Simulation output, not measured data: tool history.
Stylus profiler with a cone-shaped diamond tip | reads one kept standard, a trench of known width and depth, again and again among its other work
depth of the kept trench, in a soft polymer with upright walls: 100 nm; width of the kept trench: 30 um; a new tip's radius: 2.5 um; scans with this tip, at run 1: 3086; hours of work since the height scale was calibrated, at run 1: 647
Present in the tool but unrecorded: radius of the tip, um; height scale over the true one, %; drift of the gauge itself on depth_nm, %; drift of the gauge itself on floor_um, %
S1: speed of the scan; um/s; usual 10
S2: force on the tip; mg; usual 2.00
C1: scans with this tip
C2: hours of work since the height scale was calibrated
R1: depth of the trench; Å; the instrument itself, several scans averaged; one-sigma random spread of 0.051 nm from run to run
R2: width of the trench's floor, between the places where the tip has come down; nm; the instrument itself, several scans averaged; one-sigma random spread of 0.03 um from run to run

Run 1, hour 0.0: usual settings; C1 3086; C2 647. Result: R1 1012.0 Å, R2 28410 nm.
Run 2, hour 15.5: usual settings; C1 3136; C2 657. Result: R1 1012.0 Å, R2 28440 nm.
Run 3, hour 35.7: usual settings; C1 3202; C2 671. Result: R1 1012.0 Å, R2 28430 nm.
Run 4, hour 59.1: usual settings but S1 3 um/s; C1 3277; C2 687. Result: R1 1012.2 Å, R2 28510 nm.
Run 5, hour 88.1: usual settings but S1 3 um/s; C1 3371; C2 707. Result: R1 1012.8 Å, R2 28510 nm.
Run 6, hour 110.4: usual settings; C1 3444; C2 722. Result: R1 1012.0 Å, R2 28440 nm.
Run 7, hour 125.6: usual settings; C1 3493; C2 732. Result: R1 1012.6 Å, R2 28470 nm.
Run 8, hour 151.1: usual settings; C1 3576; C2 749. Result: R1 1011.7 Å, R2 28500 nm.
Run 9, hour 177.8: usual settings; C1 3662; C2 767. Result: R1 1011.3 Å, R2 28420 nm.
Run 10, hour 204.2: usual settings but S1 18 um/s; C1 3748; C2 785. Result: R1 1012.2 Å, R2 28390 nm.
Run 11, hour 221.8: usual settings; C1 3805; C2 797. Result: R1 1012.5 Å, R2 28420 nm.
At hour 224.0: height scale calibrated on a step standard.
Run 12, hour 237.7: usual settings; C1 3855; C2 9. Result: R1 1014.4 Å, R2 28410 nm.
Run 13, hour 270.4: usual settings; C1 3961; C2 32. Result: R1 1014.2 Å, R2 28340 nm.
At hour 288.0: height scale calibrated on a step standard, once more.
Run 14, hour 305.7: usual settings; C1 4074; C2 12. Result: R1 1009.1 Å, R2 28450 nm.
Run 15, hour 321.4: usual settings but S1 4 um/s, S2 1.70 mg; C1 4125; C2 23. Result: R1 1007.8 Å, R2 28420 nm.
Run 16, hour 341.7: usual settings but S1 7 um/s, S2 1.70 mg; C1 4191; C2 37. Result: R1 1008.6 Å, R2 28440 nm.
Run 17, hour 366.7: usual settings but S1 2 um/s, S2 1.34 mg; C1 4272; C2 54. Result: R1 1007.0 Å, R2 28420 nm.
Run 18, hour 388.9: usual settings but S1 6 um/s, S2 3.67 mg; C1 4344; C2 69. Result: R1 1013.5 Å, R2 28440 nm.
Run 19, hour 420.8: usual settings but S1 11 um/s, S2 4.31 mg; C1 4447; C2 90. Result: R1 1017.1 Å, R2 28450 nm.
Run 20, hour 438.2: usual settings but S1 11 um/s, S2 4.31 mg; C1 4504; C2 102. Result: R1 1016.0 Å, R2 28440 nm.
Run 21, hour 469.1: usual settings but S1 11 um/s, S2 4.43 mg; C1 4604; C2 123. Result: R1 1016.5 Å, R2 28420 nm.
Run 22, hour 501.3: usual settings but S1 11 um/s, S2 4.43 mg; C1 4708; C2 145. Result: R1 1016.0 Å, R2 28370 nm.
Run 23, hour 535.6: usual settings but S1 9 um/s, S2 1.17 mg; C1 4820; C2 168. Result: R1 1006.9 Å, R2 28350 nm.
Run 24, hour 571.4: usual settings but S1 8 um/s; C1 4936; C2 193. Result: R1 1010.4 Å, R2 28410 nm.
Run 25, hour 594.5: usual settings but S1 4 um/s, S2 2.73 mg; C1 5010; C2 208. Result: R1 1010.3 Å, R2 28370 nm.
Run 26, hour 620.7: usual settings but S1 9 um/s; C1 5095; C2 226. Result: R1 1011.2 Å, R2 28400 nm.
Run 27, hour 654.9: usual settings but S1 9 um/s; C1 5207; C2 249. Result: R1 1009.6 Å, R2 28380 nm.
Run 28, hour 673.3: usual settings but S1 7 um/s, S2 2.48 mg; C1 5266; C2 262. Result: R1 1011.8 Å, R2 28360 nm.

Predict each of these 5 candidate next runs independently; none follows another, all start after run 28:
Run A, hour 691.8: usual settings but S1 14 um/s, S2 1.58 mg; C1 5326; C2 274. Result: R1 ?, R2 ?.
Run B, hour 691.8: usual settings but S1 12 um/s; C1 5326; C2 274. Result: R1 ?, R2 ?.
Run C, hour 691.8: usual settings but S1 6 um/s, S2 0.73 mg; C1 5326; C2 274. Result: R1 ?, R2 ?.
Run D, hour 691.8: usual settings but S1 4 um/s, S2 3.19 mg; C1 5326; C2 274. Result: R1 ?, R2 ?.
Run E, hour 691.8: usual settings but S1 3 um/s, S2 1.89 mg; C1 5326; C2 274. Result: R1 ?, R2 ?.

run      R1     R2
  A  1008.0  28380
  B  1010.3  28410
  C  1005.7  28360
  D  1014.1  28420
  E  1010.3  28500
Take away the tool's hidden state, keep each run's random variation, and the runs would have read:
run      R1     R2
  A  1006.8  28540
  B  1009.1  28570
  C  1004.6  28520
  D  1012.9  28580
  E  1009.1  28660
